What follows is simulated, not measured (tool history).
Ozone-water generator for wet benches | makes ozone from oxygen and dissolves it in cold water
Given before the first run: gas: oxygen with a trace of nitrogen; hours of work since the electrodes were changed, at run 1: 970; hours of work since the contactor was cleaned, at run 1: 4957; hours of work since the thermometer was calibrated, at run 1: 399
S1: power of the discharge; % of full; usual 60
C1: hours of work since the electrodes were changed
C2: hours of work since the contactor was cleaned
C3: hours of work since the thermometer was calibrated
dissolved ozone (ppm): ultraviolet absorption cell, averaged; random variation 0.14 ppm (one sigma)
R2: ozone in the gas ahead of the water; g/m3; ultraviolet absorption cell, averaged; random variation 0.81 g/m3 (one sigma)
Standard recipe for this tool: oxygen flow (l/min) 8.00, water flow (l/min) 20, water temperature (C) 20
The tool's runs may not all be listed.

Run 1, hour 0.0: usual settings; C1 970; C2 4957; C3 399. Result: dissolved ozone (ppm) 15.0, R2 124.9 g/m3.
Run 2, hour 41.4: usual settings; C1 1010; C2 4996; C3 439. Result: dissolved ozone (ppm) 15.0, R2 126.4 g/m3.
Run 3, hour 64.7: usual settings but S1 86 % of full; C1 1032; C2 5018; C3 461. Result: dissolved ozone (ppm) 19.2, R2 162.5 g/m3.
Run 4, hour 111.1: usual settings but S1 86 % of full; C1 1076; C2 5063; C3 505. Result: dissolved ozone (ppm) 19.0, R2 158.0 g/m3.
Run 5, hour 134.9: usual settings but S1 86 % of full; C1 1099; C2 5085; C3 528. Result: dissolved ozone (ppm) 19.0, R2 160.7 g/m3.
Run 6, hour 160.2: usual settings but S1 86 % of full; C1 1123; C2 5110; C3 552. Result: dissolved ozone (ppm) 18.8, R2 159.4 g/m3.
Run 7, hour 190.8: usual settings; C1 1152; C2 5139; C3 582. Result: dissolved ozone (ppm) 14.9, R2 124.6 g/m3.
Run 8, hour 235.0: usual settings; C1 1194; C2 5181; C3 624. Result: dissolved ozone (ppm) 15.0, R2 125.7 g/m3.
Run 9, hour 256.0: usual settings but S1 49 % of full, oxygen flow (l/min) 13.44, water flow (l/min) 30, water temperature (C) 14; C1 1215; C2 5201; C3 644. Result: dissolved ozone (ppm) 11.3, R2 91.0 g/m3.
Run 10, hour 292.1: usual settings but S1 42 % of full, oxygen flow (l/min) 13.44, water flow (l/min) 30, water temperature (C) 13; C1 1249; C2 5236; C3 678. Result: dissolved ozone (ppm) 10.4, R2 82.2 g/m3.
At hour 300.3: contactor cleaned.
Run 11, hour 324.3: usual settings but S1 66 % of full, oxygen flow (l/min) 6.54, water flow (l/min) 30; C1 1276; C2 23; C3 705. Result: dissolved ozone (ppm) 10.8, R2 142.8 g/m3.
Run 12, hour 349.1: usual settings but S1 66 % of full, oxygen flow (l/min) 6.54, water flow (l/min) 30; C1 1300; C2 47; C3 729. Result: dissolved ozone (ppm) 10.7, R2 142.0 g/m3.
Run 13, hour 373.8: usual settings but water temperature (C) 15; C1 1323; C2 70; C3 753. Result: dissolved ozone (ppm) 15.6, R2 124.5 g/m3.
Run 14, hour 409.9: usual settings but water temperature (C) 15; C1 1358; C2 105; C3 787. Result: dissolved ozone (ppm) 15.8, R2 125.6 g/m3.
Run 15, hour 447.2: usual settings but water temperature (C) 15; C1 1393; C2 140; C3 823. Result: dissolved ozone (ppm) 15.8, R2 124.0 g/m3.

Had the tool no unlogged condition, and each run kept its random variation, what would the results have been?
The tool's hidden condition here consists of: yield of the discharge, % of new electrodes'; contactor's efficiency, % of a clean one's; true water temperature over the reading, C; drift of the gauge itself on ozone_ppm, %; drift of the gauge itself on gas_g_m3, %.
run  dissolved ozone (ppm)     R2
  1                   16.0  127.4
  2                   16.1  129.0
  3                   20.7  166.9
  4                   20.5  162.5
  5                   20.6  165.3
  6                   20.3  164.1
  7                   16.1  127.5
  8                   16.2  128.7
  9                   12.2   92.8
 10                   11.2   83.7
 11                   12.1  146.7
 12                   12.0  145.9
 13                   17.3  127.8
 14                   17.5  128.9
 15                   17.5  127.4

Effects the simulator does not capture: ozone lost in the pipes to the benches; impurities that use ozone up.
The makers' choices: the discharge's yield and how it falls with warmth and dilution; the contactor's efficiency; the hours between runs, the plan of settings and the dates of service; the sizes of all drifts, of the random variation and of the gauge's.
